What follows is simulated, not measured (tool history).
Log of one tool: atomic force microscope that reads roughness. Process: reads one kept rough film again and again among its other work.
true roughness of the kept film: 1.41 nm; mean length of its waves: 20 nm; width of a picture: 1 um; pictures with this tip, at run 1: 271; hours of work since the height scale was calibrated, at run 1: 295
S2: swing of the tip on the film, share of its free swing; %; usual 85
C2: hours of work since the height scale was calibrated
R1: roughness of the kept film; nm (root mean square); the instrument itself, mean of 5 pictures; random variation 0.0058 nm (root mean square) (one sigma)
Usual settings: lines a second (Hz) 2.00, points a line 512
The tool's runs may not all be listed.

run 1 day=0.000 | lines_a_second_(Hz)=2.00 S2=85 points_a_line=512 | pictures_with_this_tip=271 C2=295 | R1=1.062
run 2 day=0.729 | lines_a_second_(Hz)=2.00 S2=85 points_a_line=337 | pictures_with_this_tip=297 C2=309 | R1=1.059
run 3 day=1.433 | lines_a_second_(Hz)=2.00 S2=85 points_a_line=337 | pictures_with_this_tip=322 C2=322 | R1=1.041
run 4 day=2.058 | lines_a_second_(Hz)=2.00 S2=85 points_a_line=337 | pictures_with_this_tip=344 C2=333 | R1=1.038
run 5 day=2.654 | lines_a_second_(Hz)=2.00 S2=85 points_a_line=337 | pictures_with_this_tip=365 C2=344 | R1=1.049
-- day=2.717 new tip fitted
run 6 day=3.162 | lines_a_second_(Hz)=2.00 S2=85 points_a_line=337 | pictures_with_this_tip=16 C2=353 | R1=1.048
run 7 day=3.679 | lines_a_second_(Hz)=2.00 S2=85 points_a_line=337 | pictures_with_this_tip=34 C2=363 | R1=1.049
run 8 day=4.146 | lines_a_second_(Hz)=2.00 S2=85 points_a_line=337 | pictures_with_this_tip=51 C2=371 | R1=1.050
run 9 day=4.567 | lines_a_second_(Hz)=2.00 S2=85 points_a_line=337 | pictures_with_this_tip=66 C2=379 | R1=1.055
run 10 day=5.138 | lines_a_second_(Hz)=2.00 S2=85 points_a_line=337 | pictures_with_this_tip=86 C2=390 | R1=1.043
run 11 day=5.462 | lines_a_second_(Hz)=2.00 S2=85 points_a_line=337 | pictures_with_this_tip=98 C2=395 | R1=1.050
run 12 day=5.792 | lines_a_second_(Hz)=2.00 S2=85 points_a_line=337 | pictures_with_this_tip=109 C2=402 | R1=1.046
run 13 day=6.333 | lines_a_second_(Hz)=0.58 S2=85 points_a_line=851 | pictures_with_this_tip=129 C2=412 | R1=1.233
run 14 day=6.771 | lines_a_second_(Hz)=0.58 S2=85 points_a_line=851 | pictures_with_this_tip=144 C2=420 | R1=1.226
run 15 day=7.162 | lines_a_second_(Hz)=1.26 S2=73 points_a_line=917 | pictures_with_this_tip=158 C2=427 | R1=1.217
run 16 day=7.867 | lines_a_second_(Hz)=2.00 S2=85 points_a_line=539 | pictures_with_this_tip=183 C2=440 | R1=1.064
run 17 day=8.250 | lines_a_second_(Hz)=2.00 S2=85 points_a_line=539 | pictures_with_this_tip=197 C2=447 | R1=1.076
run 18 day=8.704 | lines_a_second_(Hz)=2.00 S2=85 points_a_line=539 | pictures_with_this_tip=213 C2=455 | R1=1.055
run 19 day=9.246 | lines_a_second_(Hz)=2.48 S2=85 points_a_line=335 | pictures_with_this_tip=232 C2=465 | R1=1.003

Forecast each of these 4 alternatives for the next run:
run A day=9.862 | lines_a_second_(Hz)=2.65 S2=85 points_a_line=337 | pictures_with_this_tip=254 C2=476 | R1=?
run B day=9.862 | lines_a_second_(Hz)=1.95 S2=67 points_a_line=904 | pictures_with_this_tip=254 C2=476 | R1=?
run C day=9.862 | lines_a_second_(Hz)=3.06 S2=85 points_a_line=512 | pictures_with_this_tip=254 C2=476 | R1=?
run D day=9.862 | lines_a_second_(Hz)=2.00 S2=73 points_a_line=397 | pictures_with_this_tip=254 C2=476 | R1=?

run=A R1=0.993
run=B R1=1.207
run=C R1=0.957
run=D R1=1.149
Without the tool's hidden state the same runs would have given:
run=A R1=0.997
run=B R1=1.211
run=C R1=0.960
run=D R1=1.153
